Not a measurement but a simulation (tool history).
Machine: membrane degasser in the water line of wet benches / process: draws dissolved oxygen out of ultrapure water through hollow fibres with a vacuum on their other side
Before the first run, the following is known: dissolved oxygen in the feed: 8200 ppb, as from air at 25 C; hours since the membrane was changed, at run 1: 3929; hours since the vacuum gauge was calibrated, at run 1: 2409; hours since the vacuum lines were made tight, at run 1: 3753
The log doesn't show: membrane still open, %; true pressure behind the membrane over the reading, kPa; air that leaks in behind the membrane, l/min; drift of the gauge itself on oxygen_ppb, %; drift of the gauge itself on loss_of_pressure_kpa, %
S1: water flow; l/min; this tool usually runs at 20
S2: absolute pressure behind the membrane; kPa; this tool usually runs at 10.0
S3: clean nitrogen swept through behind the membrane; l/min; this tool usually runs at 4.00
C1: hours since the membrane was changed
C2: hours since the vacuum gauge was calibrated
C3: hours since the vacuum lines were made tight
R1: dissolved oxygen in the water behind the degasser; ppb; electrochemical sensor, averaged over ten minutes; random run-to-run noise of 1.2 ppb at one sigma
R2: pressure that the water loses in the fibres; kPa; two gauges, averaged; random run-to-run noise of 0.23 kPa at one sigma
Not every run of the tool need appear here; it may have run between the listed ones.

| run | hour | S1 | S2 | S3 | C1 | C2 | C3 | R1 | R2 |
|---|---|---|---|---|---|---|---|---|---|
| 1 | 0.0 | 20 | 10.0 | 4.00 | 3929 | 2409 | 3753 | 127.1 | 62.52 |
| 2 | 71.9 | 20 | 10.0 | 4.00 | 4001 | 2481 | 3825 | 130.0 | 62.90 |
| 3 | 194.3 | 20 | 23.8 | 4.00 | 4123 | 2603 | 3947 | 296.7 | 62.54 |
| 4 | 345.0 | 20 | 23.8 | 4.00 | 4274 | 2754 | 4098 | 293.7 | 63.06 |
| 5 | 417.3 | 20 | 23.8 | 4.00 | 4346 | 2826 | 4170 | 296.1 | 63.13 |
| 6 | 522.0 | 20 | 23.8 | 4.00 | 4451 | 2931 | 4275 | 294.1 | 63.36 |
| 7 | 680.8 | 20 | 23.8 | 6.80 | 4610 | 3090 | 4434 | 200.0 | 63.21 |
| 8 | 779.3 | 20 | 23.8 | 6.80 | 4708 | 3188 | 4532 | 194.9 | 63.34 |
| 9 | 860.4 | 20 | 23.8 | 6.80 | 4789 | 3269 | 4613 | 201.4 | 63.25 |
| 10 | 945.4 | 20 | 10.0 | 1.63 | 4874 | 3354 | 4698 | 246.9 | 63.68 |
| 11 | 1041.7 | 20 | 10.0 | 4.00 | 4971 | 3450 | 4795 | 136.4 | 63.73 |
| 12 | 1195.2 | 20 | 10.0 | 8.52 | 5124 | 3604 | 4948 | 88.2 | 63.67 |
| 13 | 1327.0 | 20 | 10.0 | 8.52 | 5256 | 3736 | 5080 | 89.4 | 63.69 |
| 14 | 1433.9 | 20 | 10.0 | 10.99 | 5363 | 3843 | 5187 | 79.3 | 63.83 |
| 15 | 1585.8 | 20 | 10.0 | 4.00 | 5515 | 3995 | 5339 | 136.0 | 63.88 |
|  | 1633.4 | seals of the vacuum lines changed |
|  | 1649.0 | vacuum gauge calibrated |
| 16 | 1670.7 | 20 | 10.0 | 4.00 | 5597 | 22 | 37 | 127.7 | 64.14 |
| 17 | 1834.8 | 21 | 6.4 | 2.67 | 5761 | 186 | 201 | 118.5 | 67.36 |
| 18 | 2011.6 | 21 | 6.4 | 2.67 | 5938 | 363 | 378 | 121.3 | 67.84 |
| 19 | 2114.1 | 24 | 10.0 | 2.56 | 6041 | 465 | 480 | 249.3 | 76.96 |
| 20 | 2258.3 | 20 | 13.4 | 4.00 | 6185 | 609 | 624 | 173.1 | 64.52 |
| 21 | 2337.2 | 23 | 21.4 | 4.00 | 6264 | 688 | 703 | 333.5 | 74.53 |
| 22 | 2412.0 | 23 | 21.4 | 4.00 | 6339 | 763 | 778 | 336.3 | 74.55 |
| 23 | 2561.1 | 20 | 20.6 | 4.97 | 6488 | 912 | 927 | 217.7 | 65.07 |
| 24 | 2730.7 | 30 | 10.0 | 1.64 | 6657 | 1082 | 1097 | 507.1 | 96.90 |
| 25 | 2851.2 | 19 | 11.3 | 4.00 | 6778 | 1202 | 1217 | 133.1 | 61.76 |
| 26 | 2982.8 | 19 | 11.3 | 4.00 | 6909 | 1334 | 1349 | 135.3 | 62.15 |
| 27 | 3150.7 | 19 | 11.3 | 4.00 | 7077 | 1502 | 1517 | 135.6 | 62.16 |
| 28 | 3293.7 | 20 | 10.3 | 4.00 | 7220 | 1645 | 1660 | 139.7 | 65.18 |
| 29 | 3462.6 | 20 | 10.3 | 4.00 | 7389 | 1814 | 1829 | 140.9 | 66.07 |
| 30 | 3555.4 | 24 | 12.5 | 5.86 | 7482 | 1906 | 1922 | 210.1 | 79.24 |
| 31 | 3695.4 | 20 | 10.0 | 4.01 | 7622 | 2046 | 2062 | 136.5 | 65.70 |

Table of differences, measured result less the result of that run with no hidden state. Run-to-run variation is the same in both. Gauge scatter possibly is not:
| run | R1 | R2 |
|---|---|---|
| 1 | +14.1 | +2.94 |
| 2 | +14.7 | +3.03 |
| 3 | +18.7 | +3.12 |
| 4 | +19.3 | +3.25 |
| 5 | +19.8 | +3.31 |
| 6 | +20.1 | +3.40 |
| 7 | +18.0 | +3.52 |
| 8 | +18.0 | +3.59 |
| 9 | +18.9 | +3.67 |
| 10 | +25.0 | +3.76 |
| 11 | +19.4 | +3.83 |
| 12 | +16.5 | +3.95 |
| 13 | +17.1 | +4.07 |
| 14 | +16.6 | +4.14 |
| 15 | +21.6 | +4.28 |
| 16 | +14.5 | +4.36 |
| 17 | +18.5 | +4.73 |
| 18 | +19.8 | +4.93 |
| 19 | +30.8 | +5.69 |
| 20 | +17.8 | +4.89 |
| 21 | +28.6 | +5.70 |
| 22 | +29.3 | +5.76 |
| 23 | +19.1 | +5.16 |
| 24 | +65.5 | +7.90 |
| 25 | +16.9 | +5.12 |
| 26 | +17.8 | +5.26 |
| 27 | +18.5 | +5.37 |
| 28 | +22.7 | +5.78 |
| 29 | +23.5 | +5.98 |
| 30 | +42.7 | +7.28 |
| 31 | +24.6 | +6.17 |
